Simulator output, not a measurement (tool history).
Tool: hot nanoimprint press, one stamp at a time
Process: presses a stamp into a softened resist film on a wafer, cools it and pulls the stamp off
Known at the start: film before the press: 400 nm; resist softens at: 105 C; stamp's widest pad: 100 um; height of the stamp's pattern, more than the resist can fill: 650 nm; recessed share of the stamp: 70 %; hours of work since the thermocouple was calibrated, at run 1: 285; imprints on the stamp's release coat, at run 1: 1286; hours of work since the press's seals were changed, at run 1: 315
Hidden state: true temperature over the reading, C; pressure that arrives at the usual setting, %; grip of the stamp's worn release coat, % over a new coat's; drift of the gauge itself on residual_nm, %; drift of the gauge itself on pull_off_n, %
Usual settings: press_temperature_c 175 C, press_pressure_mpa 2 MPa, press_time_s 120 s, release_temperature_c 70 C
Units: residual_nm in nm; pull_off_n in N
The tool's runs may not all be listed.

| run | day | press_temperature_c | press_pressure_mpa | press_time_s | release_temperature_c | hours of work since the thermocouple was calibrated | imprints on the stamp's release coat | hours of work since the press's seals were changed | residual_nm | pull_off_n |
|---|---|---|---|---|---|---|---|---|---|---|
| 1 | 0 | 175 | 2 | 120 | 70 | 285 | 1286 | 315 | 139.7 | 257 |
| 2 | 0.854 | 175 | 2 | 120 | 70 | 299 | 1348 | 329 | 139.3 | 245 |
| 3 | 1.333 | 175 | 2 | 120 | 70 | 306 | 1382 | 336 | 139 | 261 |
| 4 | 1.779 | 175 | 2 | 120 | 70 | 314 | 1414 | 343 | 138.7 | 256 |
| 5 | 2.379 | 175 | 2 | 120 | 70 | 323 | 1457 | 353 | 139 | 256 |
| 6 | 3.012 | 175 | 2 | 120 | 61 | 333 | 1503 | 363 | 139.1 | 295 |
| 7 | 3.617 | 175 | 2 | 120 | 77 | 343 | 1546 | 373 | 138.6 | 234 |
| 8 | 4.146 | 175 | 2 | 120 | 77 | 351 | 1584 | 381 | 138.2 | 234 |
| 9 | 5.162 | 175 | 2 | 120 | 72 | 367 | 1657 | 397 | 138.7 | 268 |
| 10 | 5.888 | 164 | 2 | 151 | 65 | 379 | 1709 | 409 | 179.5 | 297 |
|  | 6.283 | stamp cleaned and given a new release coat |
|  | 6.608 | plate thermocouple calibrated |
| 11 | 7.092 | 164 | 2 | 151 | 75 | 8 | 49 | 422 | 185.5 | 164 |
| 12 | 7.892 | 175 | 2 | 120 | 57 | 20 | 107 | 435 | 143.4 | 216 |
| 13 | 8.579 | 175 | 2 | 120 | 57 | 31 | 156 | 446 | 144.4 | 228 |

The next listed run, before its measurement:
| 14 | 9.15 | 167 | 2.95 | 120 | 70 | 40 | 197 | 455 | ? | ? |

Run 14 gave residual_nm 151.9 nm, pull_off_n 183 N.
Without the tool's hidden state the same run would have given residual_nm 151.4 nm, pull_off_n 172 N.

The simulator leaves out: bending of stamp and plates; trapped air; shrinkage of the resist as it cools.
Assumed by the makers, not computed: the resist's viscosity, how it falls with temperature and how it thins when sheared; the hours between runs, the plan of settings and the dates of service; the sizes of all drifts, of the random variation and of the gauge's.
